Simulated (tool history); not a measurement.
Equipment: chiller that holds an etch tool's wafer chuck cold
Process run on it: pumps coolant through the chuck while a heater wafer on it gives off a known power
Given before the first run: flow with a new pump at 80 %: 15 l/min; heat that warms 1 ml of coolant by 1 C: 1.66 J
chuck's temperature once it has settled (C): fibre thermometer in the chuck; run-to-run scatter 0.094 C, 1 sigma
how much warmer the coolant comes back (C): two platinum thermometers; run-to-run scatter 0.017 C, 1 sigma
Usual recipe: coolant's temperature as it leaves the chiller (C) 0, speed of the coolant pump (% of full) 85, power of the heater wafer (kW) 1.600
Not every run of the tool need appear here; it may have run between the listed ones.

run	day	coolant's temperature as it leaves the chiller (C)	speed of the coolant pump (% of full)	power of the heater wafer (kW)	chuck's temperature once it has settled (C)	how much warmer the coolant comes back (C)
1	0.000	0	85	1.600	10.77	3.93
2	4.442	0	85	1.600	10.95	3.93
3	7.750	0	60	1.600	13.43	5.70
4	10.254	0	60	1.600	13.67	5.71
5	12.679	0	60	1.600	13.51	5.72
6	15.829	0	60	1.600	13.63	5.71
# day 20.483: coolant pump overhauled
7	21.521	0	60	1.600	13.07	5.21
8	24.858	0	60	1.600	13.10	5.21
9	28.371	0	60	1.600	13.25	5.20
10	32.842	0	60	1.600	13.25	5.22
11	38.325	0	85	1.600	11.04	3.64
12	41.238	0	85	1.600	11.02	3.64
# day 43.504: coolant changed, channels flushed
13	44.608	3	80	1.600	13.24	3.88
# day 47.150: chiller's thermometer calibrated
14	49.888	3	80	1.600	12.49	3.90
15	54.004	0	74	1.323	8.57	3.50
16	58.525	-9	91	1.636	0.29	3.51
17	61.754	-9	91	1.636	0.21	3.49
18	66.312	-9	91	1.636	0.27	3.48
19	69.975	-5	90	1.600	4.31	3.47
20	74.075	-5	90	1.600	4.35	3.46

Run 21 has not been measured yet. What should we expect?
21	76.700	-5	90	1.600	?	?

chuck's temperature once it has settled (C): 4.32
how much warmer the coolant comes back (C): 3.50
Without the tool's hidden state the same run would have given chuck's temperature once it has settled (C) 3.80, how much warmer the coolant comes back (C) 3.42.

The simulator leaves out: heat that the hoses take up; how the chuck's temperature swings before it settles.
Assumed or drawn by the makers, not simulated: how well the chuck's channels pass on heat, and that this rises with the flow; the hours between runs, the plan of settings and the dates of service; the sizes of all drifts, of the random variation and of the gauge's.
